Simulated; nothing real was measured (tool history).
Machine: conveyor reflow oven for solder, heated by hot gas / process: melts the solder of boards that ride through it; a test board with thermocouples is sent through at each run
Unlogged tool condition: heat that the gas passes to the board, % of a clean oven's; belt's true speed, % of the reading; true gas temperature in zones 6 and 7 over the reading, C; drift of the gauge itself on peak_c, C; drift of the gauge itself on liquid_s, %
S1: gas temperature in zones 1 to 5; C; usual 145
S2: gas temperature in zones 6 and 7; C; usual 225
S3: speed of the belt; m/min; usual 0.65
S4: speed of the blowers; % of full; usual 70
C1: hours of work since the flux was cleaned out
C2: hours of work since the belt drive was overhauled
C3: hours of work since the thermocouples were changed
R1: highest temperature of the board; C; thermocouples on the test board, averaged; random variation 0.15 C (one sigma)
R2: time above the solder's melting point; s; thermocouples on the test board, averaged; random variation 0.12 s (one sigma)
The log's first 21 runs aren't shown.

{"run": 22, "hour": 144.5, "S1": 148, "S2": 234, "S3": 0.633, "S4": 70, "C1": 255, "C2": 170, "C3": 313, "R1": 217.7, "R2": 60.9}
{"run": 23, "hour": 151.8, "S1": 145, "S2": 225, "S3": 0.773, "S4": 70, "C1": 261, "C2": 176, "C3": 318, "R1": 203.6, "R2": 36.3}
{"run": 24, "hour": 159.0, "S1": 140, "S2": 239, "S3": 0.579, "S4": 51, "C1": 266, "C2": 181, "C3": 323, "R1": 217.5, "R2": 62.2}
{"hour": 167.2, "done": "flux residue cleaned out of gas plates and filters"}
{"run": 25, "hour": 168.5, "S1": 140, "S2": 239, "S3": 0.579, "S4": 51, "C1": 1, "C2": 184, "C3": 327, "R1": 218, "R2": 62.4}
{"run": 26, "hour": 177.6, "S1": 140, "S2": 217, "S3": 0.613, "S4": 61, "C1": 8, "C2": 191, "C3": 334, "R1": 201.4, "R2": 42}
{"run": 27, "hour": 184.3, "S1": 140, "S2": 217, "S3": 0.776, "S4": 61, "C1": 13, "C2": 196, "C3": 339, "R1": 193.6, "R2": 21.5}
{"run": 28, "hour": 193.3, "S1": 145, "S2": 237, "S3": 0.65, "S4": 89, "C1": 20, "C2": 203, "C3": 345, "R1": 223.2, "R2": 61.8}
{"run": 29, "hour": 198.9, "S1": 150, "S2": 227, "S3": 0.626, "S4": 70, "C1": 24, "C2": 207, "C3": 350, "R1": 212.5, "R2": 58.5}
{"run": 30, "hour": 205.0, "S1": 150, "S2": 227, "S3": 0.626, "S4": 70, "C1": 28, "C2": 212, "C3": 354, "R1": 213.2, "R2": 58.5}

5 options for the next run, each taken on its own from the tool as it stands now. Forecast them:
{"run": "A", "hour": 209.3, "S1": 150, "S2": 221, "S3": 0.626, "S4": 57, "C1": 32, "C2": 215, "C3": 358, "R1": "?", "R2": "?"}
{"run": "B", "hour": 209.3, "S1": 142, "S2": 225, "S3": 0.65, "S4": 55, "C1": 32, "C2": 215, "C3": 358, "R1": "?", "R2": "?"}
{"run": "C", "hour": 209.3, "S1": 150, "S2": 227, "S3": 0.626, "S4": 65, "C1": 32, "C2": 215, "C3": 358, "R1": "?", "R2": "?"}
{"run": "D", "hour": 209.3, "S1": 145, "S2": 223, "S3": 0.702, "S4": 54, "C1": 32, "C2": 215, "C3": 358, "R1": "?", "R2": "?"}
{"run": "E", "hour": 209.3, "S1": 141, "S2": 225, "S3": 0.65, "S4": 70, "C1": 32, "C2": 215, "C3": 358, "R1": "?", "R2": "?"}

run=A R1=204.8 R2=49.6
run=B R1=204 R2=43.1
run=C R1=211.7 R2=57.2
run=D R1=200.5 R2=35.6
run=E R1=208.5 R2=48.3
Take away the tool's hidden state, keep each run's random variation, and the runs would have read:
run=A R1=204.8 R2=49.6
run=B R1=204 R2=43.1
run=C R1=211.8 R2=57.2
run=D R1=200.6 R2=35.7
run=E R1=208.5 R2=48.3
